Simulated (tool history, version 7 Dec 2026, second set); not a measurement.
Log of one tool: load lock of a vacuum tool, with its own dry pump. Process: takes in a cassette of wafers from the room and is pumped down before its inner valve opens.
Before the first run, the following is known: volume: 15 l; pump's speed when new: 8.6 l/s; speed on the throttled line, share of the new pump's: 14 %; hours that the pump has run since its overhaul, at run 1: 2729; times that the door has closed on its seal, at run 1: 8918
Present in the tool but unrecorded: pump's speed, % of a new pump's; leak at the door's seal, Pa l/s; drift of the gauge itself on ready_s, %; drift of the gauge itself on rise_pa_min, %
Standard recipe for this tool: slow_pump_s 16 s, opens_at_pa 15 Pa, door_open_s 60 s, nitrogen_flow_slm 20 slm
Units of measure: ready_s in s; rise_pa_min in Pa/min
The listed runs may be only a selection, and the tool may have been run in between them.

| run | hour | slow_pump_s | opens_at_pa | door_open_s | nitrogen_flow_slm | hours that the pump has run since its overhaul | times that the door has closed on its seal | incoming humidity of the room's air, % | ready_s | rise_pa_min |
|---|---|---|---|---|---|---|---|---|---|---|
| 1 | 0 | 16 | 15 | 60 | 20 | 2729 | 8918 | 43.9 | 30.2 | 0.073 |
| 2 | 93.8 | 16 | 15 | 60 | 20 | 2823 | 9300 | 46 | 29.8 | 0.072 |
| 3 | 184.6 | 16 | 15 | 60 | 20 | 2914 | 9670 | 43.9 | 30.2 | 0.072 |
| 4 | 268.8 | 16 | 15 | 34 | 20 | 2998 | 10013 | 49.2 | 29.6 | 0.057 |
| 5 | 369.6 | 16 | 10 | 34 | 20 | 3099 | 10423 | 41.6 | 30.3 | 0.06 |
| 6 | 487.2 | 16 | 10 | 34 | 20 | 3216 | 10902 | 45.5 | 31.2 | 0.061 |
| 7 | 559.6 | 16 | 10 | 34 | 20 | 3289 | 11196 | 38.2 | 30.3 | 0.061 |
| 8 | 619.1 | 16 | 10 | 34 | 20 | 3348 | 11438 | 46.1 | 30.5 | 0.065 |
| 9 | 675.9 | 16 | 10 | 34 | 6 | 3405 | 11670 | 44.8 | 30.5 | 0.076 |
| 10 | 744.8 | 10 | 10 | 63 | 6 | 3474 | 11951 | 48 | 25.5 | 0.094 |
| 11 | 803.8 | 10 | 10 | 63 | 6 | 3533 | 12191 | 45.6 | 25.4 | 0.089 |
| 12 | 928.6 | 10 | 10 | 63 | 5 | 3658 | 12699 | 44.6 | 24.8 | 0.094 |
| 13 | 1049 | 16 | 10 | 60 | 15 | 3778 | 13189 | 43.3 | 30.8 | 0.087 |
| 14 | 1099.6 | 16 | 22 | 60 | 5 | 3829 | 13395 | 40.7 | 28.8 | 0.092 |
| 15 | 1160.6 | 16 | 22 | 60 | 5 | 3890 | 13643 | 43.4 | 29.2 | 0.091 |
| 16 | 1250.2 | 21 | 15 | 60 | 20 | 3979 | 14008 | 41.9 | 34.2 | 0.076 |
| 17 | 1371.4 | 25 | 15 | 110 | 41 | 4100 | 14502 | 46.9 | 37.7 | 0.082 |
| 18 | 1455.9 | 10 | 27 | 110 | 41 | 4185 | 14845 | 46.7 | 23.8 | 0.086 |

Predict each of these 3 candidate next runs independently; none follows another, all start after run 18:
| A | 1548.9 | 10 | 27 | 33 | 4 | 4278 | 15224 | 45.8 | ? | ? |
| B | 1548.9 | 27 | 15 | 163 | 20 | 4278 | 15224 | 47.5 | ? | ? |
| C | 1548.9 | 10 | 10 | 78 | 15 | 4278 | 15224 | 45.4 | ? | ? |

| run | ready_s | rise_pa_min |
|---|---|---|
| A | 23.5 | 0.085 |
| B | 39.1 | 0.118 |
| C | 25.3 | 0.1 |
With the hidden condition removed and each run's random variation left untouched, the same runs would have given:
| run | ready_s | rise_pa_min |
|---|---|---|
| A | 22.8 | 0.051 |
| B | 38.5 | 0.085 |
| C | 24.5 | 0.066 |

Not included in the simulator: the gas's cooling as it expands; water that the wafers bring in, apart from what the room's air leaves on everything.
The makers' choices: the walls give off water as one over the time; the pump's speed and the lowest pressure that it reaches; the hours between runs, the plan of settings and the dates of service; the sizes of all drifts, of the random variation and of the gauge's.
